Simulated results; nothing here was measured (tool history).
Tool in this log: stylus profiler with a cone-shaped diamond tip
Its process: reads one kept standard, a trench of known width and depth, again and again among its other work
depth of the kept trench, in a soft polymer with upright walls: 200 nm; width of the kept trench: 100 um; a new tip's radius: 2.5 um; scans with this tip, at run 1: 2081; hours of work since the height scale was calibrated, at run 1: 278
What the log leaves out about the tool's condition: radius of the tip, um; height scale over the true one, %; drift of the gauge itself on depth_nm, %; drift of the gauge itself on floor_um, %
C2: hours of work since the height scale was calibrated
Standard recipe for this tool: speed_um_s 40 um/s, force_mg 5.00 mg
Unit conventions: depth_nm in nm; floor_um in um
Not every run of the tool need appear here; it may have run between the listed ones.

Run 1, hour 0.0: usual settings; scans with this tip 2081; C2 278. Result: depth_nm 201.86 nm, floor_um 97.69 um.
Run 2, hour 8.5: usual settings; scans with this tip 2111; C2 282. Result: depth_nm 201.80 nm, floor_um 97.57 um.
Run 3, hour 20.7: usual settings but speed_um_s 100 um/s; scans with this tip 2153; C2 287. Result: depth_nm 201.71 nm, floor_um 97.45 um.
Run 4, hour 32.1: usual settings but speed_um_s 100 um/s, force_mg 5.16 mg; scans with this tip 2194; C2 293. Result: depth_nm 201.86 nm, floor_um 97.52 um.
Run 5, hour 43.5: usual settings but speed_um_s 100 um/s, force_mg 8.58 mg; scans with this tip 2233; C2 298. Result: depth_nm 202.70 nm, floor_um 97.52 um.
Run 6, hour 54.9: usual settings but speed_um_s 100 um/s, force_mg 8.58 mg; scans with this tip 2274; C2 303. Result: depth_nm 202.64 nm, floor_um 97.47 um.
Run 7, hour 63.9: usual settings but speed_um_s 100 um/s, force_mg 8.58 mg; scans with this tip 2305; C2 308. Result: depth_nm 202.69 nm, floor_um 97.51 um.
Run 8, hour 72.6: usual settings; scans with this tip 2336; C2 312. Result: depth_nm 201.79 nm, floor_um 97.61 um.
Run 9, hour 84.4: usual settings but force_mg 4.42 mg; scans with this tip 2377; C2 317. Result: depth_nm 201.61 nm, floor_um 97.58 um.
Run 10, hour 95.9: usual settings; scans with this tip 2418; C2 323. Result: depth_nm 201.86 nm, floor_um 97.61 um.
Run 11, hour 106.8: usual settings but force_mg 1.75 mg; scans with this tip 2456; C2 328. Result: depth_nm 200.80 nm, floor_um 97.45 um.
Run 12, hour 115.1: usual settings but force_mg 1.75 mg; scans with this tip 2485; C2 332. Result: depth_nm 200.78 nm, floor_um 97.47 um.
Run 13, hour 129.9: usual settings but speed_um_s 14 um/s; scans with this tip 2537; C2 339. Result: depth_nm 201.81 nm, floor_um 97.71 um.
Run 14, hour 140.7: usual settings but speed_um_s 14 um/s; scans with this tip 2575; C2 344. Result: depth_nm 201.83 nm, floor_um 97.67 um.
Run 15, hour 153.3: usual settings but speed_um_s 14 um/s; scans with this tip 2619; C2 350. Result: depth_nm 201.73 nm, floor_um 97.60 um.
Run 16, hour 161.6: usual settings but speed_um_s 100 um/s, force_mg 6.14 mg; scans with this tip 2649; C2 353. Result: depth_nm 202.05 nm, floor_um 97.39 um.
Run 17, hour 176.1: usual settings but speed_um_s 11 um/s; scans with this tip 2700; C2 360. Result: depth_nm 201.75 nm, floor_um 97.63 um.
Run 18, hour 183.4: usual settings but speed_um_s 11 um/s; scans with this tip 2725; C2 364. Result: depth_nm 201.68 nm, floor_um 97.63 um.
Run 19, hour 192.8: usual settings but speed_um_s 11 um/s; scans with this tip 2758; C2 368. Result: depth_nm 201.75 nm, floor_um 97.63 um.
Run 20, hour 204.9: usual settings but speed_um_s 78 um/s; scans with this tip 2801; C2 374. Result: depth_nm 201.74 nm, floor_um 97.51 um.
At hour 206.2: height scale calibrated on a step standard.
Run 21, hour 220.2: usual settings but force_mg 1.92 mg; scans with this tip 2853; C2 7. Result: depth_nm 200.71 nm, floor_um 97.49 um.
Run 22, hour 234.1: usual settings but speed_um_s 19 um/s; scans with this tip 2902; C2 13. Result: depth_nm 201.76 nm, floor_um 97.60 um.
Run 23, hour 244.0: usual settings but speed_um_s 88 um/s, force_mg 6.00 mg; scans with this tip 2937; C2 18. Result: depth_nm 201.98 nm, floor_um 97.43 um.
Run 24, hour 253.0: usual settings but speed_um_s 88 um/s, force_mg 6.00 mg; scans with this tip 2968; C2 22. Result: depth_nm 202.04 nm, floor_um 97.49 um.
Run 25, hour 266.1: usual settings but speed_um_s 99 um/s, force_mg 2.49 mg; scans with this tip 3014; C2 28. Result: depth_nm 200.99 nm, floor_um 97.18 um.
At hour 277.3: height scale calibrated on a step standard, once more.
Run 26, hour 277.3: usual settings but force_mg 6.83 mg; scans with this tip 3052; C2 0. Result: depth_nm 202.42 nm, floor_um 97.55 um.
Run 27, hour 283.9: usual settings but force_mg 6.83 mg; scans with this tip 3075; C2 3. Result: depth_nm 202.38 nm, floor_um 97.50 um.
Run 28, hour 296.6: usual settings but speed_um_s 115 um/s, force_mg 2.87 mg; scans with this tip 3120; C2 9. Result: depth_nm 201.24 nm, floor_um 97.20 um.
Run 29, hour 304.3: usual settings but speed_um_s 107 um/s, force_mg 3.03 mg; scans with this tip 3147; C2 13. Result: depth_nm 201.30 nm, floor_um 97.25 um.
Run 30, hour 313.8: usual settings but speed_um_s 107 um/s, force_mg 3.03 mg; scans with this tip 3180; C2 17. Result: depth_nm 201.28 nm, floor_um 97.18 um.

Branching from run 30: 5 alternative next runs. What would each branch give?
Run A, hour 327.4: usual settings but speed_um_s 11 um/s, force_mg 3.59 mg; scans with this tip 3228; C2 24. Result: depth_nm ?, floor_um ?.
Run B, hour 327.4: usual settings but speed_um_s 107 um/s, force_mg 7.67 mg; scans with this tip 3228; C2 24. Result: depth_nm ?, floor_um ?.
Run C, hour 327.4: usual settings but speed_um_s 75 um/s, force_mg 12.51 mg; scans with this tip 3228; C2 24. Result: depth_nm ?, floor_um ?.
Run D, hour 327.4: usual settings but speed_um_s 44 um/s, force_mg 3.36 mg; scans with this tip 3228; C2 24. Result: depth_nm ?, floor_um ?.
Run E, hour 327.4: usual settings but speed_um_s 48 um/s, force_mg 11.37 mg; scans with this tip 3228; C2 24. Result: depth_nm ?, floor_um ?.

run  depth_nm  floor_um
  A    201.43     97.59
  B    202.52     97.35
  C    203.72     97.50
  D    201.41     97.48
  E    203.40     97.49
Without the tool's unlogged condition, the same runs would have read:
run  depth_nm  floor_um
  A    201.59     98.01
  B    202.69     97.77
  C    203.89     97.92
  D    201.57     97.90
  E    203.57     97.91
